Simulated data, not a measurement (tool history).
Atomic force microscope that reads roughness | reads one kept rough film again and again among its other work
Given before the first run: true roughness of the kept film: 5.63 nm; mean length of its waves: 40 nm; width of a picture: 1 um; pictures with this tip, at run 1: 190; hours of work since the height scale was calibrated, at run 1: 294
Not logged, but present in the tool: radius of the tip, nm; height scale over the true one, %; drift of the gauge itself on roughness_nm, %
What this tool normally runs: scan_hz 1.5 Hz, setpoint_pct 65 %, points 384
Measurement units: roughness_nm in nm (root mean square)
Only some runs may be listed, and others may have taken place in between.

run,hour,scan_hz,setpoint_pct,points,pictures with this tip,hours of work since the height scale was calibrated,roughness_nm
1,0,1.5,65,384,190,294,4.192
2,23,0.76,65,384,216,311,4.22
# hour 39.9: new tip fitted
3,41.5,1.5,65,311,2,324,4.699
4,62.3,1.5,65,311,25,339,4.568
5,72.5,1.5,65,311,37,347,4.546
6,92.7,1.5,65,311,60,361,4.46
7,103,1.5,65,311,71,369,4.4
8,123.6,1.5,65,311,94,384,4.362
9,140.5,1.5,65,384,113,397,4.35
10,161.2,1.5,65,384,136,412,4.276
11,178.3,1.5,65,384,156,424,4.274
12,191.4,1.5,65,384,170,434,4.233
13,204.5,1.5,65,384,185,444,4.178
14,229.1,1.5,65,286,213,462,4.097
15,239.1,0.53,65,286,224,469,4.212
# hour 248.3: new tip fitted
16,252.1,1.5,88,384,4,478,4.12
17,266.1,1.5,88,384,20,488,4.065
18,290.8,1.5,88,384,47,506,3.999
19,311.8,1.5,57,384,71,522,4.52
20,336.3,1.5,61,384,98,540,4.412
21,350.2,1.5,61,384,114,550,4.342
22,370.6,0.8,61,671,137,565,4.418
23,382.8,0.8,61,671,151,574,4.37
24,407.6,3.66,65,391,178,592,3.894
25,431.4,1.5,63,384,205,610,4.148
26,450.7,1.5,63,384,227,624,4.057
# hour 457.4: new tip fitted
27,468.9,1.5,63,868,13,637,4.683
28,491.1,1.37,80,495,38,653,4.33
29,513.7,1.96,69,531,63,670,4.339
30,533.9,0.8,67,384,85,685,4.513
31,545.4,0.7,62,341,98,693,4.543
32,567.9,0.7,61,341,124,709,4.499
33,583.8,1.62,65,384,142,721,4.277
34,600.5,1.62,82,384,160,733,3.923
35,614.6,1.62,82,384,176,744,3.898
36,625.1,1.62,82,384,188,751,3.854

Here are 4 independent what-if runs from the current tool condition. What would each one return?
A,643.7,1.5,65,823,209,765,?
B,643.7,1.31,82,545,209,765,?
C,643.7,1.5,84,384,209,765,?
D,643.7,0.69,85,384,209,765,?

run,roughness_nm
A,4.165
B,3.892
C,3.79
D,4.074
Had the tool no hidden state, the same runs would have come out as:
run,roughness_nm
A,4.705
B,4.398
C,4.282
D,4.603
